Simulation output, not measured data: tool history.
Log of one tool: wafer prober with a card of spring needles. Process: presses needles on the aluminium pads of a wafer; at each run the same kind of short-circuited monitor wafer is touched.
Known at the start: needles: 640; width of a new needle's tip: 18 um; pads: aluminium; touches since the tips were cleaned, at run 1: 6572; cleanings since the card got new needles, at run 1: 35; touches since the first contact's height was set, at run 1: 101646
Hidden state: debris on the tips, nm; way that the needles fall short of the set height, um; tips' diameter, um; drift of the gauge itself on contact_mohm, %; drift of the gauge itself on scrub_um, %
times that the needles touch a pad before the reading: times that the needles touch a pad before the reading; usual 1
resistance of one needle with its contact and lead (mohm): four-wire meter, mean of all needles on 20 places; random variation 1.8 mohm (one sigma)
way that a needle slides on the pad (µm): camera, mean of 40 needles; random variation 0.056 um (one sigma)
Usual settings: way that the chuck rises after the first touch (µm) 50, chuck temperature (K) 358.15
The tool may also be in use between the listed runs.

| run | hour | way that the chuck rises after the first touch (µm) | chuck temperature (K) | times that the needles touch a pad before the reading | touches since the tips were cleaned | cleanings since the card got new needles | touches since the first contact's height was set | resistance of one needle with its contact and lead (mohm) | way that a needle slides on the pad (µm) |
|---|---|---|---|---|---|---|---|---|---|
| 1 | 0 | 50 | 358.15 | 1 | 6572 | 35 | 101646 | 190 | 13.67 |
|  | 4.5 | tips cleaned on abrasive film |
|  | 31 | tips cleaned on abrasive film |
| 2 | 47.4 | 50 | 358.15 | 1 | 5330 | 37 | 117012 | 192 | 13.67 |
|  | 56.7 | tips cleaned on abrasive film |
|  | 83.6 | tips cleaned on abrasive film |
|  | 110.3 | tips cleaned on abrasive film |
| 3 | 114.2 | 50 | 358.15 | 1 | 1283 | 40 | 138692 | 192 | 13.62 |
|  | 133.7 | tips cleaned on abrasive film |
|  | 157.5 | tips cleaned on abrasive film |
| 4 | 161.5 | 50 | 358.15 | 2 | 1311 | 42 | 154026 | 189 | 13.57 |
|  | 182.8 | tips cleaned on abrasive film |
|  | 206.7 | tips cleaned on abrasive film |
| 5 | 225.3 | 50 | 358.15 | 2 | 6047 | 44 | 174745 | 194 | 13.59 |
|  | 231.1 | tips cleaned on abrasive film |
|  | 259.6 | tips cleaned on abrasive film |
|  | 259.9 | height of the first contact set anew |
|  | 285.2 | tips cleaned on abrasive film |
| 6 | 303.6 | 50 | 358.15 | 2 | 5976 | 47 | 14214 | 192 | 13.61 |
|  | 312.3 | tips cleaned on abrasive film |
|  | 335.9 | tips cleaned on abrasive film |
| 7 | 355.2 | 50 | 358.15 | 2 | 6284 | 49 | 30958 | 191 | 13.64 |
|  | 360.2 | tips cleaned on abrasive film |
|  | 384.6 | tips cleaned on abrasive film |
|  | 410.1 | tips cleaned on abrasive film |
| 8 | 422.6 | 50 | 358.15 | 1 | 4059 | 52 | 52807 | 194 | 13.58 |
|  | 436.7 | tips cleaned on abrasive film |
|  | 463.5 | tips cleaned on abrasive film |
| 9 | 483 | 50 | 358.15 | 1 | 6358 | 54 | 72447 | 194 | 13.61 |
|  | 488.9 | tips cleaned on abrasive film |
|  | 512.5 | tips cleaned on abrasive film |
|  | 540.3 | tips cleaned on abrasive film |
| 10 | 545.3 | 50 | 358.15 | 1 | 1607 | 57 | 92615 | 193 | 13.49 |
|  | 565.3 | tips cleaned on abrasive film |
|  | 591.8 | tips cleaned on abrasive film |
| 11 | 592.3 | 50 | 358.15 | 1 | 138 | 59 | 107864 | 187 | 13.51 |
|  | 616.6 | tips cleaned on abrasive film |
| 12 | 628.5 | 50 | 358.15 | 1 | 3853 | 60 | 119621 | 191 | 13.58 |
|  | 643.5 | tips cleaned on abrasive film |
|  | 668 | tips cleaned on abrasive film |
| 13 | 668.2 | 50 | 358.15 | 1 | 65 | 62 | 132501 | 190 | 13.48 |
|  | 692.8 | tips cleaned on abrasive film |
|  | 720.5 | tips cleaned on abrasive film |
| 14 | 732.3 | 50 | 358.15 | 2 | 3835 | 64 | 153304 | 191 | 13.57 |
|  | 743.6 | tips cleaned on abrasive film |
|  | 769.6 | tips cleaned on abrasive film |
| 15 | 782.2 | 50 | 338.15 | 3 | 4106 | 66 | 169513 | 186 | 13.59 |
|  | 793.7 | tips cleaned on abrasive film |
| 16 | 816.3 | 50 | 364.15 | 2 | 7362 | 67 | 180590 | 191 | 13.49 |
|  | 821.1 | tips cleaned on abrasive film |
|  | 831.8 | height of the first contact set anew |
|  | 847.6 | tips cleaned on abrasive film |
| 17 | 864.1 | 50 | 364.15 | 2 | 5378 | 69 | 10507 | 192 | 13.48 |
|  | 875.6 | tips cleaned on abrasive film |
|  | 903.2 | tips cleaned on abrasive film |
|  | 928.5 | tips cleaned on abrasive film |
| 18 | 930.2 | 43 | 332.15 | 3 | 536 | 72 | 31930 | 192 | 11.71 |
|  | 952.2 | tips cleaned on abrasive film |
|  | 976.9 | tips cleaned on abrasive film |
| 19 | 980.7 | 47 | 321.15 | 1 | 1261 | 74 | 48342 | 182 | 12.63 |

The next listed run, before its measurement:
|  | 1005 | tips cleaned on abrasive film |
|  | 1029.8 | tips cleaned on abrasive film |
| 20 | 1052.3 | 70 | 351.15 | 2 | 7345 | 76 | 71596 | ? | ? |

Run 20 gave resistance of one needle with its contact and lead (mohm) 180, way that a needle slides on the pad (µm) 18.95.
Without the tool's hidden state the same run would have given resistance of one needle with its contact and lead (mohm) 180, way that a needle slides on the pad (µm) 19.19.
